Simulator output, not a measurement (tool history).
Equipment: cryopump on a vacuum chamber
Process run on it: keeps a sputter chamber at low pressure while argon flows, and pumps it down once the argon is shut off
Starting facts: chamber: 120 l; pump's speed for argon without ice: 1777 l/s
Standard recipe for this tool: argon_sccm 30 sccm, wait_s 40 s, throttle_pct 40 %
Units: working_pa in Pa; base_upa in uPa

run    hour  argon_sccm  wait_s  throttle_pct  working_pa  base_upa
  1     0.0          30      40            40      0.0842      2.00
  2    89.6          30      40            46      0.0764      2.04
      155.0  -- pump warmed up, emptied and cooled again
  3   197.5          30      26            40      0.0727      2.84
  4   263.0          30      40            16      0.1794      1.93
  5   305.5          30      40            37      0.0804      1.94
  6   360.0          30      40            37      0.0799      1.93
  7   439.0          30      40            37      0.0806      1.97
  8   517.2          30      40            37      0.0823      1.97
  9   601.5          30      40            40      0.0776      2.04
 10   646.0          29      40            40      0.0751      2.05
 11   692.8          30      40            40      0.0796      2.00
 12   748.7          30      40            40      0.0800      2.04
 13   835.6          30      40            40      0.0818      2.09
 14   909.4          30      40            40      0.0827      2.17
 15   975.6          30      40            40      0.0839      2.16
     1071.2  -- pump warmed up, emptied and cooled again
 16  1071.2          30      40            40      0.0714      1.98
 17  1133.3          30      40            40      0.0729      1.98
 18  1212.8          60     105            47      0.1257      1.02
 19  1263.9          36      52            35      0.1014      1.65
 20  1324.3          36      52            55      0.0661      1.71
 21  1419.4          30      40            23      0.1288      2.15
     1435.4  -- leaking fittings of the chamber tightened, without venting
 22  1520.3          30      41            16      0.1853      1.87
 23  1581.9          13      40            17      0.0769      1.94
 24  1678.9          28      40            31      0.0942      1.92
 25  1762.8          28      40            31      0.0967      1.94
 26  1851.2          28      40            31      0.0954      1.96
 27  1920.2          26      26            18      0.1501      2.85
 28  1972.5          18      38            30      0.0677      2.10
     1996.4  -- pump warmed up, emptied and cooled again
 29  2021.4          18      38            29      0.0591      1.98
 30  2091.5          17      29            52      0.0328      2.53
 31  2181.7          17      29            52      0.0328      2.65
 32  2249.6          26      25            15      0.1683      2.93
 33  2303.8          30     101            56      0.0553      0.95
 34  2405.9          15     268            55      0.0294      0.59

A few steps of working_pa between consecutive runs. Split each: what settings, incoming material and random variation would produce without the hidden state, and what is left over for the hidden state, along with gauge scatter present in only one of the two compared results (measured, and without hidden state):
The tool's hidden condition here consists of: pump's speed, % of a pump's without ice; cold plate's temperature, K; leak into the chamber, uPa l/s; drift of the gauge itself on working_pa, %; drift of the gauge itself on base_upa, %.
Run 2 -> 3: wait_s 40 -> 26, throttle_pct 46 -> 40, pump warmed up, emptied and cooled again. working_pa -0.0037 Pa: hidden state -0.0145, all else +0.0108.
Run 15 -> 16: pump warmed up, emptied and cooled again. working_pa -0.0125 Pa: hidden state -0.0127, all else +0.0002.
Run 22 -> 23: argon_sccm 30 -> 13, wait_s 41 -> 40, throttle_pct 16 -> 17. working_pa -0.1084 Pa: hidden state -0.0033, all else -0.1051.
Run 28 -> 29: throttle_pct 30 -> 29, pump warmed up, emptied and cooled again. working_pa -0.0086 Pa: hidden state -0.0088, all else +0.0002.
Run 31 -> 32: argon_sccm 17 -> 26, wait_s 29 -> 25, throttle_pct 52 -> 15. working_pa +0.1355 Pa: hidden state +0.0015, all else +0.1340.
Run 32 -> 33: argon_sccm 26 -> 30, wait_s 25 -> 101, throttle_pct 15 -> 56. working_pa -0.1130 Pa: hidden state +0.0011, all else -0.1141.

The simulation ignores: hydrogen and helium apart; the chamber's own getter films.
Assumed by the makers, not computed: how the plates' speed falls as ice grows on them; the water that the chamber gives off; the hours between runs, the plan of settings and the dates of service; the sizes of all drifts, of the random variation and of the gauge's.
